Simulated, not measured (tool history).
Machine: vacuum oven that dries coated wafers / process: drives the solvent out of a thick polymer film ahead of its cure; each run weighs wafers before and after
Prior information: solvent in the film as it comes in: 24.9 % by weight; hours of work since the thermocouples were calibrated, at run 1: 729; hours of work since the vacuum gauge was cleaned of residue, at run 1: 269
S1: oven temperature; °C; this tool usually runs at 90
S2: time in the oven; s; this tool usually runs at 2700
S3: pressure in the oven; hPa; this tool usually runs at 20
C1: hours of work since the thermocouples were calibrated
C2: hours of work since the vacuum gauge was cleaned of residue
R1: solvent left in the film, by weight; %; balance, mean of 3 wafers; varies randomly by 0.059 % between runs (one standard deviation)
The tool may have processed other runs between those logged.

run 1 day=0 | S1=90 S2=2700 S3=20 | C1=729 C2=269 | R1=3.43
run 2 day=0.367 | S1=90 S2=2700 S3=20 | C1=735 C2=275 | R1=3.51
run 3 day=0.712 | S1=90 S2=2700 S3=20 | C1=740 C2=281 | R1=3.51
run 4 day=0.971 | S1=90 S2=2700 S3=20 | C1=744 C2=285 | R1=3.59
run 5 day=1.442 | S1=90 S2=2700 S3=20 | C1=752 C2=292 | R1=3.51
run 6 day=1.917 | S1=90 S2=2700 S3=20 | C1=760 C2=300 | R1=3.52
run 7 day=2.396 | S1=87 S2=2700 S3=20 | C1=767 C2=307 | R1=4.47
run 8 day=2.638 | S1=90 S2=1800 S3=20 | C1=771 C2=311 | R1=6.15
run 9 day=2.979 | S1=90 S2=1800 S3=20 | C1=776 C2=317 | R1=6.19
run 10 day=3.367 | S1=90 S2=1800 S3=20 | C1=783 C2=323 | R1=6.06
run 11 day=3.646 | S1=90 S2=2700 S3=20 | C1=787 C2=327 | R1=3.42
run 12 day=3.9 | S1=90 S2=2700 S3=20 | C1=791 C2=331 | R1=3.64
run 13 day=4.408 | S1=90 S2=1860 S3=20 | C1=799 C2=339 | R1=5.82
run 14 day=4.746 | S1=90 S2=2700 S3=20 | C1=805 C2=345 | R1=3.61
run 15 day=5.012 | S1=90 S2=2700 S3=20 | C1=809 C2=349 | R1=3.54
run 16 day=5.462 | S1=90 S2=2700 S3=20 | C1=816 C2=356 | R1=3.52
run 17 day=5.875 | S1=90 S2=2700 S3=11.9 | C1=823 C2=363 | R1=3.35
run 18 day=6.254 | S1=90 S2=2700 S3=11.9 | C1=829 C2=369 | R1=3.38
run 19 day=6.588 | S1=90 S2=2700 S3=31.7 | C1=834 C2=374 | R1=3.89
run 20 day=7.054 | S1=87 S2=2700 S3=20 | C1=841 C2=382 | R1=4.56
run 21 day=7.454 | S1=90 S2=2280 S3=20 | C1=848 C2=388 | R1=4.6
run 22 day=7.867 | S1=90 S2=2280 S3=20 | C1=854 C2=395 | R1=4.64
run 23 day=8.221 | S1=90 S2=2280 S3=20 | C1=860 C2=400 | R1=4.79
run 24 day=8.633 | S1=90 S2=2280 S3=20 | C1=867 C2=407 | R1=4.55
run 25 day=8.875 | S1=90 S2=2280 S3=20 | C1=870 C2=411 | R1=4.56
run 26 day=9.354 | S1=90 S2=2280 S3=20 | C1=878 C2=418 | R1=4.63
run 27 day=9.779 | S1=90 S2=2280 S3=20 | C1=885 C2=425 | R1=4.68
run 28 day=10.258 | S1=90 S2=2280 S3=20 | C1=892 C2=433 | R1=4.57
run 29 day=10.746 | S1=101 S2=3480 S3=36.4 | C1=900 C2=440 | R1=0.95
run 30 day=10.996 | S1=90 S2=3720 S3=32.7 | C1=904 C2=444 | R1=2.4
run 31 day=11.392 | S1=75 S2=1680 S3=68 | C1=910 C2=451 | R1=14.17
run 32 day=11.75 | S1=75 S2=1680 S3=68 | C1=916 C2=456 | R1=13.89
run 33 day=12.092 | S1=75 S2=1680 S3=68 | C1=922 C2=462 | R1=14.08
run 34 day=12.608 | S1=93 S2=3540 S3=16.9 | C1=930 C2=470 | R1=1.53
run 35 day=12.962 | S1=93 S2=3540 S3=16.9 | C1=936 C2=476 | R1=1.54
run 36 day=13.454 | S1=105 S2=1620 S3=20 | C1=943 C2=484 | R1=2.07
run 37 day=13.888 | S1=95 S2=3660 S3=47.7 | C1=950 C2=490 | R1=1.74
run 38 day=14.112 | S1=90 S2=3180 S3=26.2 | C1=954 C2=494 | R1=2.94
run 39 day=14.538 | S1=87 S2=3180 S3=26.2 | C1=961 C2=501 | R1=3.79
run 40 day=14.879 | S1=75 S2=3180 S3=26.2 | C1=966 C2=506 | R1=8.65
run 41 day=15.367 | S1=103 S2=3900 S3=10.7 | C1=974 C2=514 | R1=0.24
run 42 day=15.583 | S1=103 S2=1620 S3=40 | C1=977 C2=518 | R1=2.85
run 43 day=15.871 | S1=103 S2=1860 S3=14.8 | C1=982 C2=522 | R1=1.88
run 44 day=16.083 | S1=103 S2=1860 S3=14.8 | C1=985 C2=526 | R1=1.7
run 45 day=16.45 | S1=90 S2=3120 S3=75.9 | C1=991 C2=531 | R1=4.15
run 46 day=16.825 | S1=86 S2=1740 S3=75.9 | C1=997 C2=537 | R1=9.39

Same runs, no hidden state in the tool, same run-to-run variation:
What the log doesn't record here: true wafer temperature over the reading, C; true pressure over the reading, kPa; drift of the gauge itself on solvent_pct, %.
run=1 R1=3
run=2 R1=3.07
run=3 R1=3.08
run=4 R1=3.14
run=5 R1=3.07
run=6 R1=3.06
run=7 R1=3.95
run=8 R1=5.57
run=9 R1=5.6
run=10 R1=5.47
run=11 R1=2.96
run=12 R1=3.16
run=13 R1=5.23
run=14 R1=3.12
run=15 R1=3.05
run=16 R1=3.03
run=17 R1=2.86
run=18 R1=2.88
run=19 R1=3.37
run=20 R1=3.97
run=21 R1=4.02
run=22 R1=4.05
run=23 R1=4.19
run=24 R1=3.96
run=25 R1=3.97
run=26 R1=4.03
run=27 R1=4.07
run=28 R1=3.95
run=29 R1=0.82
run=30 R1=2
run=31 R1=13.46
run=32 R1=13.18
run=33 R1=13.36
run=34 R1=1.21
run=35 R1=1.22
run=36 R1=1.68
run=37 R1=1.45
run=38 R1=2.44
run=39 R1=3.17
run=40 R1=7.8
run=41 R1=0.18
run=42 R1=2.37
run=43 R1=1.49
run=44 R1=1.33
run=45 R1=3.55
run=46 R1=8.53
